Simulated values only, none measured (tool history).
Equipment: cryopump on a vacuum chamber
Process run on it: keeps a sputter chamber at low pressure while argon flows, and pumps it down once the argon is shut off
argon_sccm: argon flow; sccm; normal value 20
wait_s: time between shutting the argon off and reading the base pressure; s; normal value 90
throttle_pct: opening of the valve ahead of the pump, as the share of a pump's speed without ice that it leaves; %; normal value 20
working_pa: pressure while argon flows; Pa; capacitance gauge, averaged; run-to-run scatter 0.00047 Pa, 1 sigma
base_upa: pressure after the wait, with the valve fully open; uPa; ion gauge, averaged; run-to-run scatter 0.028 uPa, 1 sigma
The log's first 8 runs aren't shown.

run 9 hour=118.6 | argon_sccm=20 wait_s=90 throttle_pct=56 | working_pa=0.0515 base_upa=1.71
run 10 hour=136.6 | argon_sccm=20 wait_s=90 throttle_pct=20 | working_pa=0.1419 base_upa=1.77
run 11 hour=145.5 | argon_sccm=20 wait_s=90 throttle_pct=20 | working_pa=0.1425 base_upa=1.74
run 12 hour=155.2 | argon_sccm=20 wait_s=90 throttle_pct=17 | working_pa=0.1672 base_upa=1.74
run 13 hour=172.7 | argon_sccm=20 wait_s=90 throttle_pct=17 | working_pa=0.167 base_upa=1.77
run 14 hour=188.1 | argon_sccm=20 wait_s=90 throttle_pct=17 | working_pa=0.1669 base_upa=1.78
run 15 hour=199.6 | argon_sccm=20 wait_s=90 throttle_pct=20 | working_pa=0.1419 base_upa=1.83
run 16 hour=209.9 | argon_sccm=12 wait_s=90 throttle_pct=20 | working_pa=0.0855 base_upa=1.79
run 17 hour=220.4 | argon_sccm=12 wait_s=90 throttle_pct=20 | working_pa=0.086 base_upa=1.8
run 18 hour=229.3 | argon_sccm=12 wait_s=90 throttle_pct=20 | working_pa=0.0866 base_upa=1.76

The next listed run, before its measurement:
run 19 hour=237.7 | argon_sccm=12 wait_s=90 throttle_pct=20 | working_pa=? base_upa=?

working_pa: 0.0859 Pa
base_upa: 1.77 uPa
The same run, on a tool lacking any hidden state, would have yielded working_pa 0.085 Pa, base_upa 1.3 uPa.
